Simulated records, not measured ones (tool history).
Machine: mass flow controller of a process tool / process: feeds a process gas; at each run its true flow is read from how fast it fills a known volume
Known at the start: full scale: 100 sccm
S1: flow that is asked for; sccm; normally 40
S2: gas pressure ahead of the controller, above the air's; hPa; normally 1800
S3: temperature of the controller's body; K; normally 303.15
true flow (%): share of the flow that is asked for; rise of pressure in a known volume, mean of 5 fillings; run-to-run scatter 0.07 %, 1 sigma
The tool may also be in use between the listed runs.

run 1 hour=0 | S1=40 S2=1800 S3=303.15 | true_flow_(%)=97.55
run 2 hour=402.6 | S1=40 S2=1800 S3=303.15 | true_flow_(%)=97.59
run 3 hour=660.2 | S1=40 S2=1800 S3=303.15 | true_flow_(%)=97.61
run 4 hour=926.5 | S1=40 S2=1800 S3=303.15 | true_flow_(%)=97.59
run 5 hour=1286.2 | S1=40 S2=2630 S3=303.15 | true_flow_(%)=97.81
run 6 hour=1652.9 | S1=40 S2=2630 S3=303.15 | true_flow_(%)=97.89
run 7 hour=1936.3 | S1=40 S2=2630 S3=303.15 | true_flow_(%)=97.84
run 8 hour=2416.8 | S1=75 S2=1800 S3=303.15 | true_flow_(%)=98.97
run 9 hour=2796.9 | S1=59 S2=1800 S3=303.15 | true_flow_(%)=98.52
run 10 hour=3213.2 | S1=59 S2=1800 S3=303.15 | true_flow_(%)=98.51
run 11 hour=3484.3 | S1=40 S2=1800 S3=294.15 | true_flow_(%)=98.94
run 12 hour=3796.3 | S1=40 S2=1800 S3=294.15 | true_flow_(%)=99.03
run 13 hour=4244.9 | S1=12 S2=1800 S3=294.15 | true_flow_(%)=98.07
run 14 hour=4580.5 | S1=40 S2=1580 S3=303.15 | true_flow_(%)=98.21
run 15 hour=5073.9 | S1=40 S2=1580 S3=303.15 | true_flow_(%)=98.33
run 16 hour=5411.7 | S1=64 S2=1580 S3=303.15 | true_flow_(%)=99.11
run 17 hour=5793.4 | S1=64 S2=1580 S3=303.15 | true_flow_(%)=99
run 18 hour=6127.9 | S1=64 S2=1580 S3=303.15 | true_flow_(%)=99.23
run 19 hour=6325.7 | S1=64 S2=1580 S3=303.15 | true_flow_(%)=99.26
run 20 hour=6532.5 | S1=64 S2=1580 S3=308.15 | true_flow_(%)=98.99
run 21 hour=7023.5 | S1=40 S2=1800 S3=303.15 | true_flow_(%)=98.57
run 22 hour=7470.7 | S1=40 S2=1800 S3=296.15 | true_flow_(%)=99.27
run 23 hour=7840.3 | S1=40 S2=1720 S3=303.15 | true_flow_(%)=98.74
run 24 hour=8043.3 | S1=40 S2=1720 S3=303.15 | true_flow_(%)=98.65
run 25 hour=8280.9 | S1=100 S2=1560 S3=295.15 | true_flow_(%)=101.48
run 26 hour=8654.3 | S1=100 S2=1560 S3=295.15 | true_flow_(%)=101.43
run 27 hour=9029.1 | S1=100 S2=1560 S3=295.15 | true_flow_(%)=101.62
run 28 hour=9372.6 | S1=49 S2=2260 S3=294.15 | true_flow_(%)=98.73
run 29 hour=9736.3 | S1=86 S2=1590 S3=306.15 | true_flow_(%)=98.86
run 30 hour=9980.3 | S1=86 S2=1590 S3=306.15 | true_flow_(%)=98.93
run 31 hour=10285.4 | S1=93 S2=1790 S3=306.15 | true_flow_(%)=99.02
run 32 hour=10615.6 | S1=96 S2=1790 S3=307.15 | true_flow_(%)=99.17
run 33 hour=10977.7 | S1=96 S2=1790 S3=307.15 | true_flow_(%)=99.14
run 34 hour=11175.5 | S1=52 S2=2730 S3=303.15 | true_flow_(%)=98.48
run 35 hour=11511.2 | S1=52 S2=2730 S3=303.15 | true_flow_(%)=98.4
run 36 hour=11943.6 | S1=40 S2=1800 S3=300.15 | true_flow_(%)=98.24
run 37 hour=12322 | S1=40 S2=1810 S3=310.15 | true_flow_(%)=97.3
run 38 hour=12548.5 | S1=40 S2=1560 S3=310.15 | true_flow_(%)=97.29
run 39 hour=12767.1 | S1=40 S2=2360 S3=296.15 | true_flow_(%)=98.81
run 40 hour=13200.8 | S1=14 S2=2080 S3=296.15 | true_flow_(%)=97.92
run 41 hour=13483.7 | S1=40 S2=1820 S3=295.15 | true_flow_(%)=98.72
run 42 hour=13797.9 | S1=40 S2=1820 S3=295.15 | true_flow_(%)=98.92
run 43 hour=14227.4 | S1=66 S2=1980 S3=303.15 | true_flow_(%)=99.05

Removed from this log: 2 entries logged between the listed runs. Between which two listed runs does each belong, and how does the tool's hidden state at the listed run before it compare with that at the listed run after it?
Between runs 13 and 14: controller's zero set anew (hour 4523.8)
  flow at rest that the sensor doesn't see, % of full scale: -0.003 -> 0; drift of the gauge itself on true_pct, %: 0.63 -> 0.68
  difference, measured minus the result without the unlogged condition, true flow (%): +0.59 -> +0.66
Between runs 27 and 28: gauge calibrated (hour 9235.4)
  drift of the gauge itself on true_pct, %: 1.35 -> 0.02
  difference, measured minus the result without the unlogged condition, true flow (%): +1.35 -> +0

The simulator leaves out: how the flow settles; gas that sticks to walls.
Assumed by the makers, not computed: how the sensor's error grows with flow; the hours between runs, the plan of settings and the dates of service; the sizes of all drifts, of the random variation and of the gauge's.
